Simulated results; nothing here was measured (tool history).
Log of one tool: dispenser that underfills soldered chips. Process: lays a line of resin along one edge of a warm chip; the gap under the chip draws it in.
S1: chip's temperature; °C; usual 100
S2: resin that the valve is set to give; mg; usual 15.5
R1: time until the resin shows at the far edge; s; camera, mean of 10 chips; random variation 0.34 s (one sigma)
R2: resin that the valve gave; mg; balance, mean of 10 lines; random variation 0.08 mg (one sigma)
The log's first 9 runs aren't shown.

-- day=5.354 new syringe of resin
run 10 day=5.642 | S1=88 S2=15.5 | R1=34.7 R2=14.54
-- day=5.688 new syringe of resin
run 11 day=5.979 | S1=100 S2=18.0 | R1=19.5 R2=16.97
-- day=6.042 new syringe of resin
-- day=6.362 new syringe of resin
run 12 day=6.362 | S1=100 S2=13.7 | R1=14.9 R2=12.68
-- day=6.667 dispensing valve cleaned and set on the balance
-- day=6.746 new syringe of resin
run 13 day=6.842 | S1=100 S2=15.5 | R1=15.3 R2=15.56
-- day=7.088 new syringe of resin
-- day=7.400 new syringe of resin
run 14 day=7.517 | S1=100 S2=15.5 | R1=15.9 R2=15.26
-- day=7.750 new syringe of resin
run 15 day=7.833 | S1=85 S2=15.5 | R1=29.1 R2=15.22
-- day=8.083 new syringe of resin
run 16 day=8.258 | S1=85 S2=13.6 | R1=33.8 R2=13.38
-- day=8.404 new syringe of resin
-- day=8.729 new syringe of resin
run 17 day=8.979 | S1=110 S2=16.3 | R1=12.2 R2=15.76
-- day=9.054 new syringe of resin
-- day=9.388 new syringe of resin
run 18 day=9.554 | S1=110 S2=16.3 | R1=11.2 R2=15.71
-- day=9.700 new syringe of resin
run 19 day=9.942 | S1=103 S2=19.0 | R1=15.7 R2=18.26
-- day=10.042 new syringe of resin
-- day=10.367 new syringe of resin
run 20 day=10.454 | S1=96 S2=13.4 | R1=19.0 R2=12.68
-- day=10.688 new syringe of resin
-- day=11.017 new syringe of resin
run 21 day=11.150 | S1=96 S2=13.4 | R1=20.0 R2=12.62
-- day=11.338 new syringe of resin
run 22 day=11.492 | S1=94 S2=13.4 | R1=21.5 R2=12.60
-- day=11.667 new syringe of resin
run 23 day=11.912 | S1=93 S2=18.0 | R1=24.5 R2=16.77
-- day=12.029 new syringe of resin
-- day=12.367 new syringe of resin
-- day=12.562 dispensing valve cleaned and set on the balance
run 24 day=12.650 | S1=91 S2=15.6 | R1=26.4 R2=15.61
-- day=12.733 new syringe of resin
-- day=13.046 new syringe of resin
run 25 day=13.312 | S1=94 S2=15.6 | R1=24.8 R2=15.53
-- day=13.371 new syringe of resin
-- day=13.708 new syringe of resin
run 26 day=13.762 | S1=94 S2=15.6 | R1=18.7 R2=15.36
-- day=14.025 new syringe of resin
-- day=14.371 new syringe of resin
run 27 day=14.500 | S1=97 S2=18.3 | R1=17.4 R2=17.99
-- day=14.712 new syringe of resin
-- day=15.029 new syringe of resin
run 28 day=15.229 | S1=91 S2=13.8 | R1=26.1 R2=13.35
-- day=15.358 new syringe of resin
-- day=15.583 stage's temperature calibrated
-- day=15.725 new syringe of resin
-- day=16.046 new syringe of resin
run 29 day=16.046 | S1=97 S2=15.9 | R1=17.7 R2=15.10
-- day=16.350 new syringe of resin
run 30 day=16.579 | S1=97 S2=15.9 | R1=23.3 R2=15.06
-- day=16.667 new syringe of resin
-- day=16.979 new syringe of resin
run 31 day=17.175 | S1=112 S2=18.8 | R1=12.0 R2=17.78

3 ways to go on from here, each from the tool as it stands after run 31. What would each give?
-- day=17.317 new syringe of resin
-- day=17.667 new syringe of resin
run A day=17.746 | S1=112 S2=14.7 | R1=? R2=?
-- day=17.317 new syringe of resin
-- day=17.667 new syringe of resin
run B day=17.746 | S1=93 S2=14.4 | R1=? R2=?
-- day=17.317 new syringe of resin
-- day=17.667 new syringe of resin
run C day=17.746 | S1=101 S2=16.2 | R1=? R2=?

run=A R1=10.5 R2=13.74
run=B R1=23.2 R2=13.46
run=C R1=16.7 R2=15.27
Without the tool's hidden state the same runs would have given:
run=A R1=9.4 R2=14.65
run=B R1=20.8 R2=14.34
run=C R1=15.2 R2=16.27

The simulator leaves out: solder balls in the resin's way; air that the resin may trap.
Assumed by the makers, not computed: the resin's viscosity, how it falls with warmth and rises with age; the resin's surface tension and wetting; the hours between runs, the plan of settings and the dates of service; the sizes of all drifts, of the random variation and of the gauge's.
